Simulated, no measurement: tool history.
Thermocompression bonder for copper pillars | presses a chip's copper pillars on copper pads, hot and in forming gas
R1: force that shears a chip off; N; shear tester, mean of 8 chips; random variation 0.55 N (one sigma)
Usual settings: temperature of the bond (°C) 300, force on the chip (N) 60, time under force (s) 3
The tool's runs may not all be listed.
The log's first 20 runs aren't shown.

run 21 day=14.079 | temperature_of_the_bond_(°C)=310 force_on_the_chip_(N)=84 time_under_force_(s)=5 | R1=53.9
run 22 day=15 | temperature_of_the_bond_(°C)=315 force_on_the_chip_(N)=54 time_under_force_(s)=2 | R1=28.6
run 23 day=15.658 | temperature_of_the_bond_(°C)=313 force_on_the_chip_(N)=63 time_under_force_(s)=2 | R1=31.4
run 24 day=16.625 | temperature_of_the_bond_(°C)=313 force_on_the_chip_(N)=63 time_under_force_(s)=2 | R1=30.8
run 25 day=17.129 | temperature_of_the_bond_(°C)=271 force_on_the_chip_(N)=79 time_under_force_(s)=3 | R1=23
run 26 day=17.858 | temperature_of_the_bond_(°C)=299 force_on_the_chip_(N)=36 time_under_force_(s)=3 | R1=17.3
run 27 day=18.812 | temperature_of_the_bond_(°C)=273 force_on_the_chip_(N)=37 time_under_force_(s)=3 | R1=11.1
run 28 day=19.442 | temperature_of_the_bond_(°C)=273 force_on_the_chip_(N)=80 time_under_force_(s)=3 | R1=24.2
-- day=19.958 forming gas filter changed
run 29 day=19.962 | temperature_of_the_bond_(°C)=300 force_on_the_chip_(N)=70 time_under_force_(s)=3 | R1=34.7
run 30 day=20.562 | temperature_of_the_bond_(°C)=299 force_on_the_chip_(N)=60 time_under_force_(s)=5 | R1=34.9
run 31 day=21.062 | temperature_of_the_bond_(°C)=299 force_on_the_chip_(N)=60 time_under_force_(s)=5 | R1=34.4

Forecast run 32:
run 32 day=22.1 | temperature_of_the_bond_(°C)=299 force_on_the_chip_(N)=60 time_under_force_(s)=5 | R1=?

Run 32 gave R1 34.4 N.
Without the tool's hidden state the same run would have given R1 37.8 N.
